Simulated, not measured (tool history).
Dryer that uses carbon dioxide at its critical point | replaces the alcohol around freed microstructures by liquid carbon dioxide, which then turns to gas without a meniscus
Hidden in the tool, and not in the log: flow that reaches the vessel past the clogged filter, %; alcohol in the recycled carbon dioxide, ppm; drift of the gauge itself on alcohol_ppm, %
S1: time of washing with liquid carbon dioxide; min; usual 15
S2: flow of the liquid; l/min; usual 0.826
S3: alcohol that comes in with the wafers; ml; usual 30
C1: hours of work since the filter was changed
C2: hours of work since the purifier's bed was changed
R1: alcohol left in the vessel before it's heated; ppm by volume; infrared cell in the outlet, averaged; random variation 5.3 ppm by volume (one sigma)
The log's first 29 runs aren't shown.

run,hour,S1,S2,S3,C1,C2,R1
30,602.5,18,0.753,30,136,560,156
31,617.4,11,1.156,51,143,566,224
32,630.2,11,1.156,51,148,572,233
33,645.0,11,1.156,51,155,579,235
34,661.6,11,1.156,51,163,586,241
35,684.1,10,0.826,29,173,597,691
36,712.3,10,0.826,29,186,609,690
37,737.3,15,0.826,106,197,621,535
38,758.3,10,0.826,51,206,630,1165
39,772.1,10,0.737,36,213,636,1206
40,794.4,20,0.622,36,223,647,251
41,813.8,10,0.553,74,232,655,4875
42,835.5,10,0.553,74,241,665,5066
43,848.5,10,0.769,74,247,671,2105
44,861.1,10,0.769,74,253,677,2128
45,880.0,15,0.808,30,262,685,246
46,906.5,10,0.519,80,274,697,6262

3 ways to go on from here, each from the tool as it stands after run 46. What would each give?
A,928.9,14,0.798,57,284,707,?
B,928.9,15,0.549,94,284,707,?
C,928.9,14,0.519,31,284,707,?

run,R1
A,499
B,2473
C,1202
Without the tool's hidden state the same runs would have given:
run,R1
A,317
B,1958
C,942
